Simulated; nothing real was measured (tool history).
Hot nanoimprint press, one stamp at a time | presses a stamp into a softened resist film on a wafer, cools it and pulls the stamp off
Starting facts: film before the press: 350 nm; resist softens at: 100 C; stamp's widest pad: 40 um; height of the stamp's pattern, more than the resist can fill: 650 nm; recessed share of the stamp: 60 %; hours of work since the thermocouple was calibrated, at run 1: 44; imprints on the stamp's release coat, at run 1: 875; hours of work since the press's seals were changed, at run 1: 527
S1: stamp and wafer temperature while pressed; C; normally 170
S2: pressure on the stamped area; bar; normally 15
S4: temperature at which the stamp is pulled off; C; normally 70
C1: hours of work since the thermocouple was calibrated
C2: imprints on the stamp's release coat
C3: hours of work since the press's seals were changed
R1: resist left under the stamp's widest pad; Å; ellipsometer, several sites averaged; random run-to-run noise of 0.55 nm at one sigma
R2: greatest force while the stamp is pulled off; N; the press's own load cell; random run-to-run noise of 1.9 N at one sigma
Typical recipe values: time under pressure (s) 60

run 1 hour=0 | S1=170 S2=15 time_under_pressure_(s)=60 S4=70 | C1=44 C2=875 C3=527 | R1=1601 R2=145
run 2 hour=52.3 | S1=170 S2=15 time_under_pressure_(s)=60 S4=70 | C1=76 C2=1011 C3=559 | R1=1601 R2=148
run 3 hour=76.5 | S1=170 S2=15 time_under_pressure_(s)=60 S4=70 | C1=91 C2=1074 C3=574 | R1=1600 R2=150
run 4 hour=112.1 | S1=170 S2=15 time_under_pressure_(s)=60 S4=70 | C1=114 C2=1167 C3=597 | R1=1604 R2=151
run 5 hour=158.6 | S1=170 S2=15 time_under_pressure_(s)=60 S4=70 | C1=143 C2=1288 C3=626 | R1=1601 R2=156
-- hour=182.7 stamp cleaned and given a new release coat
run 6 hour=191.8 | S1=170 S2=15 time_under_pressure_(s)=48 S4=70 | C1=160 C2=24 C3=643 | R1=1721 R2=131
run 7 hour=234.3 | S1=167 S2=15 time_under_pressure_(s)=33 S4=70 | C1=186 C2=135 C3=669 | R1=2170 R2=136
run 8 hour=281.8 | S1=180 S2=15 time_under_pressure_(s)=38 S4=73 | C1=216 C2=258 C3=699 | R1=1213 R2=131
run 9 hour=328.8 | S1=176 S2=16.4 time_under_pressure_(s)=60 S4=70 | C1=245 C2=381 C3=728 | R1=1154 R2=143
-- hour=348.1 press's hydraulic seals changed and the load cell set to zero
run 10 hour=359.6 | S1=170 S2=15 time_under_pressure_(s)=55 S4=77 | C1=260 C2=440 C3=7 | R1=1570 R2=131

Forecast each of these 3 alternatives for the next run:
run A hour=387.9 | S1=168 S2=15 time_under_pressure_(s)=98 S4=68 | C1=277 C2=514 C3=25 | R1=? R2=?
run B hour=387.9 | S1=172 S2=15 time_under_pressure_(s)=55 S4=77 | C1=277 C2=514 C3=25 | R1=? R2=?
run C hour=387.9 | S1=170 S2=15 time_under_pressure_(s)=42 S4=70 | C1=277 C2=514 C3=25 | R1=? R2=?

run=A R1=1394 R2=143
run=B R1=1437 R2=134
run=C R1=1722 R2=138
The same runs, with their run-to-run variation unchanged, on a tool lacking any hidden condition would have given:
run=A R1=1451 R2=136
run=B R1=1492 R2=128
run=C R1=1785 R2=131
